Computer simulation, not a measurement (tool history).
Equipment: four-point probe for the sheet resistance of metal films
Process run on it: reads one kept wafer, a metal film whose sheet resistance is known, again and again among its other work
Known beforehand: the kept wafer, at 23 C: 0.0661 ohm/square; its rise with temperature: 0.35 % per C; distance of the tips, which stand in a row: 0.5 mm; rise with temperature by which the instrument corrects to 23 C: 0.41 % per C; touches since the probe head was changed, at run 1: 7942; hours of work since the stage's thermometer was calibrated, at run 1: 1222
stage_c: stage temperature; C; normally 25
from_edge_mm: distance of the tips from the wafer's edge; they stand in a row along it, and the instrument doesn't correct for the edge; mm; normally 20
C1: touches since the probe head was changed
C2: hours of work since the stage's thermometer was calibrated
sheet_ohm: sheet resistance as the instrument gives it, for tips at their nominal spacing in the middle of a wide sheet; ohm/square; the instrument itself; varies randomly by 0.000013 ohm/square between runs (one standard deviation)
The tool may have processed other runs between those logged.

{"run": 1, "day": 0.0, "stage_c": 25, "from_edge_mm": 20, "C1": 7942, "C2": 1222, "sheet_ohm": 0.066053}
{"run": 2, "day": 0.525, "stage_c": 25, "from_edge_mm": 20, "C1": 8262, "C2": 1231, "sheet_ohm": 0.066047}
{"run": 3, "day": 1.417, "stage_c": 25, "from_edge_mm": 20, "C1": 8807, "C2": 1247, "sheet_ohm": 0.066039}
{"run": 4, "day": 2.067, "stage_c": 25, "from_edge_mm": 20, "C1": 9202, "C2": 1258, "sheet_ohm": 0.066049}
{"run": 5, "day": 2.725, "stage_c": 25, "from_edge_mm": 20, "C1": 9604, "C2": 1269, "sheet_ohm": 0.066067}
{"run": 6, "day": 3.583, "stage_c": 25, "from_edge_mm": 20, "C1": 10129, "C2": 1284, "sheet_ohm": 0.066049}
{"run": 7, "day": 4.233, "stage_c": 25, "from_edge_mm": 20, "C1": 10526, "C2": 1296, "sheet_ohm": 0.066038}
{"run": 8, "day": 4.996, "stage_c": 25, "from_edge_mm": 60, "C1": 10991, "C2": 1309, "sheet_ohm": 0.066025}
{"run": 9, "day": 5.975, "stage_c": 25, "from_edge_mm": 60, "C1": 11588, "C2": 1326, "sheet_ohm": 0.066015}
{"run": 10, "day": 6.55, "stage_c": 25, "from_edge_mm": 60, "C1": 11939, "C2": 1336, "sheet_ohm": 0.066023}
{"run": 11, "day": 7.371, "stage_c": 27, "from_edge_mm": 20, "C1": 12440, "C2": 1350, "sheet_ohm": 0.065965}
{"run": 12, "day": 7.975, "stage_c": 27, "from_edge_mm": 20, "C1": 12809, "C2": 1361, "sheet_ohm": 0.065953}
{"run": 13, "day": 8.612, "stage_c": 27, "from_edge_mm": 20, "C1": 13198, "C2": 1372, "sheet_ohm": 0.065982}
{"run": 14, "day": 9.262, "stage_c": 27, "from_edge_mm": 20, "C1": 13594, "C2": 1383, "sheet_ohm": 0.065963}
{"run": 15, "day": 10.088, "stage_c": 21, "from_edge_mm": 20, "C1": 14097, "C2": 1397, "sheet_ohm": 0.066206}
{"run": 16, "day": 11.058, "stage_c": 25, "from_edge_mm": 20, "C1": 14689, "C2": 1414, "sheet_ohm": 0.066016}
{"run": 17, "day": 11.771, "stage_c": 25, "from_edge_mm": 20, "C1": 15123, "C2": 1427, "sheet_ohm": 0.06604}
{"run": 18, "day": 12.225, "stage_c": 25, "from_edge_mm": 20, "C1": 15401, "C2": 1434, "sheet_ohm": 0.066051}
{"run": 19, "day": 13.017, "stage_c": 31, "from_edge_mm": 20, "C1": 15885, "C2": 1448, "sheet_ohm": 0.06584}
{"run": 20, "day": 13.9, "stage_c": 25, "from_edge_mm": 20, "C1": 16424, "C2": 1464, "sheet_ohm": 0.066039}
{"run": 21, "day": 14.854, "stage_c": 25, "from_edge_mm": 30, "C1": 17005, "C2": 1480, "sheet_ohm": 0.066053}
{"run": 22, "day": 15.704, "stage_c": 25, "from_edge_mm": 30, "C1": 17525, "C2": 1495, "sheet_ohm": 0.06601}
{"run": 23, "day": 16.496, "stage_c": 25, "from_edge_mm": 7, "C1": 18008, "C2": 1509, "sheet_ohm": 0.066204}
{"run": 24, "day": 17.417, "stage_c": 32, "from_edge_mm": 17, "C1": 18571, "C2": 1525, "sheet_ohm": 0.065803}
{"run": 25, "day": 18.088, "stage_c": 32, "from_edge_mm": 17, "C1": 18980, "C2": 1536, "sheet_ohm": 0.065819}
{"run": 26, "day": 18.908, "stage_c": 32, "from_edge_mm": 17, "C1": 19480, "C2": 1551, "sheet_ohm": 0.065796}
{"run": 27, "day": 19.408, "stage_c": 32, "from_edge_mm": 17, "C1": 19784, "C2": 1559, "sheet_ohm": 0.065794}
{"run": 28, "day": 20.212, "stage_c": 33, "from_edge_mm": 12, "C1": 20277, "C2": 1573, "sheet_ohm": 0.065781}
{"run": 29, "day": 21.083, "stage_c": 24, "from_edge_mm": 20, "C1": 20808, "C2": 1588, "sheet_ohm": 0.0661}
{"run": 30, "day": 21.892, "stage_c": 24, "from_edge_mm": 20, "C1": 21300, "C2": 1602, "sheet_ohm": 0.066099}
{"day": 21.988, "done": "stage's thermometer calibrated"}
{"run": 31, "day": 22.617, "stage_c": 24, "from_edge_mm": 20, "C1": 21731, "C2": 11, "sheet_ohm": 0.066075}
{"run": 32, "day": 23.308, "stage_c": 25, "from_edge_mm": 30, "C1": 22151, "C2": 23, "sheet_ohm": 0.066033}
{"run": 33, "day": 24.15, "stage_c": 22, "from_edge_mm": 56, "C1": 22665, "C2": 38, "sheet_ohm": 0.066147}
{"run": 34, "day": 24.733, "stage_c": 22, "from_edge_mm": 56, "C1": 23021, "C2": 48, "sheet_ohm": 0.066131}
{"run": 35, "day": 25.188, "stage_c": 22, "from_edge_mm": 56, "C1": 23299, "C2": 56, "sheet_ohm": 0.066138}
{"run": 36, "day": 25.821, "stage_c": 22, "from_edge_mm": 56, "C1": 23685, "C2": 67, "sheet_ohm": 0.066141}
{"run": 37, "day": 26.817, "stage_c": 22, "from_edge_mm": 56, "C1": 24293, "C2": 84, "sheet_ohm": 0.066142}
{"run": 38, "day": 27.588, "stage_c": 20, "from_edge_mm": 3, "C1": 24764, "C2": 97, "sheet_ohm": 0.067179}
{"run": 39, "day": 28.483, "stage_c": 24, "from_edge_mm": 9, "C1": 25310, "C2": 113, "sheet_ohm": 0.066175}
{"run": 40, "day": 29.25, "stage_c": 24, "from_edge_mm": 45, "C1": 25777, "C2": 126, "sheet_ohm": 0.066031}
{"run": 41, "day": 29.704, "stage_c": 24, "from_edge_mm": 6, "C1": 26055, "C2": 134, "sheet_ohm": 0.066316}
{"run": 42, "day": 30.396, "stage_c": 33, "from_edge_mm": 7, "C1": 26477, "C2": 146, "sheet_ohm": 0.065908}
{"run": 43, "day": 31.146, "stage_c": 24, "from_edge_mm": 8, "C1": 26936, "C2": 159, "sheet_ohm": 0.066218}

Consider 5 possible next runs. They are alternatives, not a sequence: every one starts from the tool as it was left by run 43. What does each give?
{"run": "A", "day": 32.046, "stage_c": 21, "from_edge_mm": 20, "C1": 27484, "C2": 175, "sheet_ohm": "?"}
{"run": "B", "day": 32.046, "stage_c": 25, "from_edge_mm": 60, "C1": 27484, "C2": 175, "sheet_ohm": "?"}
{"run": "C", "day": 32.046, "stage_c": 28, "from_edge_mm": 37, "C1": 27484, "C2": 175, "sheet_ohm": "?"}
{"run": "D", "day": 32.046, "stage_c": 25, "from_edge_mm": 7, "C1": 27484, "C2": 175, "sheet_ohm": "?"}
{"run": "E", "day": 32.046, "stage_c": 26, "from_edge_mm": 3, "C1": 27484, "C2": 175, "sheet_ohm": "?"}

run=A sheet_ohm=0.066184
run=B sheet_ohm=0.066037
run=C sheet_ohm=0.065926
run=D sheet_ohm=0.066215
run=E sheet_ohm=0.066964
Had the tool no hidden state, the same runs would have come out as:
run=A sheet_ohm=0.066184
run=B sheet_ohm=0.066036
run=C sheet_ohm=0.065925
run=D sheet_ohm=0.066214
run=E sheet_ohm=0.066963
